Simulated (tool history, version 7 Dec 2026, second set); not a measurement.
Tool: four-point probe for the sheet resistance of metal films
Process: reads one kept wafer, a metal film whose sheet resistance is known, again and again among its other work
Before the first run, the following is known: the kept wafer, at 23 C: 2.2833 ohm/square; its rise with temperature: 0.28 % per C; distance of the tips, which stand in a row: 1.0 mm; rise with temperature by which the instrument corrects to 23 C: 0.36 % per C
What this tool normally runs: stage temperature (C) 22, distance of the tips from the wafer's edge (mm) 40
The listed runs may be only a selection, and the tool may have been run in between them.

run,hour,stage temperature (C),distance of the tips from the wafer's edge (mm),sheet resistance as the instrument gives it (ohm/square)
1,0.0,22,40,2.291923
2,33.6,30,40,2.278834
3,70.3,22,40,2.292405
4,113.5,22,40,2.292679
5,156.0,22,40,2.293464
6,185.2,22,62,2.293143

Estimate the outcome of run 7 from the log above:
7,204.7,22,62,?

Run 7 yielded sheet resistance as the instrument gives it (ohm/square) 2.293040.
With no hidden state in the tool, this same run would have given sheet resistance as the instrument gives it (ohm/square) 2.285101.

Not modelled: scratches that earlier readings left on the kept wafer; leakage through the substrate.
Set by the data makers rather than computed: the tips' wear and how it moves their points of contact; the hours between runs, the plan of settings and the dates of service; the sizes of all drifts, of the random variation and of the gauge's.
